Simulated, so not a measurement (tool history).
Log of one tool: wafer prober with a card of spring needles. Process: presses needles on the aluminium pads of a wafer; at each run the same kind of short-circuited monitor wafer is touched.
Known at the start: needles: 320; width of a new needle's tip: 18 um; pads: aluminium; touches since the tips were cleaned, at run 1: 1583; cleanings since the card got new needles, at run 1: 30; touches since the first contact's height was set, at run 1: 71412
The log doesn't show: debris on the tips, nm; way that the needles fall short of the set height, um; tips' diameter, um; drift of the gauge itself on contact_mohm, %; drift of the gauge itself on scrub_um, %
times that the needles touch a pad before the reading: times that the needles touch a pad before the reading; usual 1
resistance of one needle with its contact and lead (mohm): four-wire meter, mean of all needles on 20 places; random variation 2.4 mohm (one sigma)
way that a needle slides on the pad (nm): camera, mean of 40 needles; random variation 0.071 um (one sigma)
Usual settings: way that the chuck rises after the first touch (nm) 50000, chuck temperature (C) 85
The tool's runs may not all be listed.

run	hour	way that the chuck rises after the first touch (nm)	chuck temperature (C)	times that the needles touch a pad before the reading	touches since the tips were cleaned	cleanings since the card got new needles	touches since the first contact's height was set	resistance of one needle with its contact and lead (mohm)	way that a needle slides on the pad (nm)
1	0.0	50000	85	1	1583	30	71412	358	11840
# hour 8.4: tips cleaned on abrasive film
2	14.0	50000	85	1	3150	31	79188	410	11880
# hour 19.8: tips cleaned on abrasive film
# hour 31.2: tips cleaned on abrasive film
3	32.0	50000	85	1	485	33	89110	311	11830
# hour 42.2: tips cleaned on abrasive film
4	48.7	50000	85	1	3613	34	98353	435	11770
# hour 53.6: tips cleaned on abrasive film
5	56.6	50000	85	1	1661	35	102684	362	11890
# hour 64.4: tips cleaned on abrasive film
6	71.3	50000	98	1	3827	36	110835	444	11680
# hour 75.3: tips cleaned on abrasive film
7	80.1	50000	98	1	2674	37	115709	418	11760
# hour 86.6: tips cleaned on abrasive film
8	91.3	50000	32	1	2643	38	121905	407	11720
# hour 97.4: height of the first contact set anew
# hour 98.6: tips cleaned on abrasive film
9	105.1	50000	32	1	3634	39	4248	418	12090
# hour 109.5: tips cleaned on abrasive film
10	113.1	50000	32	1	2020	40	8653	364	12200
# hour 120.3: tips cleaned on abrasive film
11	130.4	50000	32	1	5632	41	18234	479	12070
# hour 131.5: tips cleaned on abrasive film
# hour 142.3: tips cleaned on abrasive film
12	142.9	50000	32	1	310	43	25098	303	12000
# hour 153.3: tips cleaned on abrasive film
13	160.7	50000	109	1	4110	44	34967	458	12070
# hour 164.3: tips cleaned on abrasive film
14	170.9	50000	85	1	3634	45	40577	445	11920
# hour 176.2: tips cleaned on abrasive film
15	181.7	30000	85	1	3059	46	46566	686	7210
# hour 187.3: tips cleaned on abrasive film
16	189.1	30000	26	1	996	47	50646	479	7070
17	196.9	30000	26	1	5359	47	55009	895	7100
# hour 198.5: tips cleaned on abrasive film
18	209.0	58000	41	3	5814	48	61668	316	13860
# hour 210.2: tips cleaned on abrasive film
# hour 221.9: tips cleaned on abrasive film
19	224.2	59000	85	3	1260	50	70035	287	14090
# hour 233.1: tips cleaned on abrasive film
20	234.4	50000	107	1	767	51	75704	344	11790
# hour 244.3: tips cleaned on abrasive film
21	248.9	49000	73	2	2588	52	83730	362	11670
# hour 255.8: tips cleaned on abrasive film
# hour 266.7: tips cleaned on abrasive film
22	266.7	50000	39	2	0	54	93520	271	11740
23	277.2	50000	39	2	5881	54	99401	414	11750
# hour 279.0: tips cleaned on abrasive film
24	287.7	50000	39	2	4843	55	105163	387	11800
# hour 289.9: tips cleaned on abrasive film
25	298.9	50000	85	1	4964	56	111346	484	11890
# hour 301.2: tips cleaned on abrasive film
# hour 312.9: tips cleaned on abrasive film
26	315.0	48000	41	2	1174	58	120233	319	11240
# hour 324.6: tips cleaned on abrasive film
# hour 324.9: height of the first contact set anew
27	333.5	42000	90	2	4805	59	4805	449	10350
# hour 335.7: tips cleaned on abrasive film
28	341.6	42000	90	1	3273	60	9286	503	10190
# hour 346.8: tips cleaned on abrasive film
29	349.7	42000	49	1	1651	61	13761	397	10270
# hour 358.4: tips cleaned on abrasive film
30	358.8	34000	41	1	256	62	18773	356	8310
31	367.8	33000	50	1	5267	62	23784	791	7990
# hour 369.1: tips cleaned on abrasive film
32	377.2	50000	85	2	4494	63	28959	392	12040

The same runs without the tool's hidden state, with the same run-to-run variation:
run	resistance of one needle with its contact and lead (mohm)	way that a needle slides on the pad (nm)
1	269	12120
2	266	12180
3	268	12190
4	269	12140
5	268	12280
6	275	12100
7	274	12200
8	253	12190
9	249	12110
10	249	12240
11	253	12140
12	254	12120
13	282	12210
14	274	12090
15	297	7400
16	276	7280
17	275	7310
18	250	14090
19	262	14380
20	276	12100
21	266	12000
22	253	12130
23	256	12140
24	251	12210
25	267	12320
26	258	11710
27	280	10350
28	281	10210
29	264	10310
30	271	8370
31	280	8060
32	271	12140
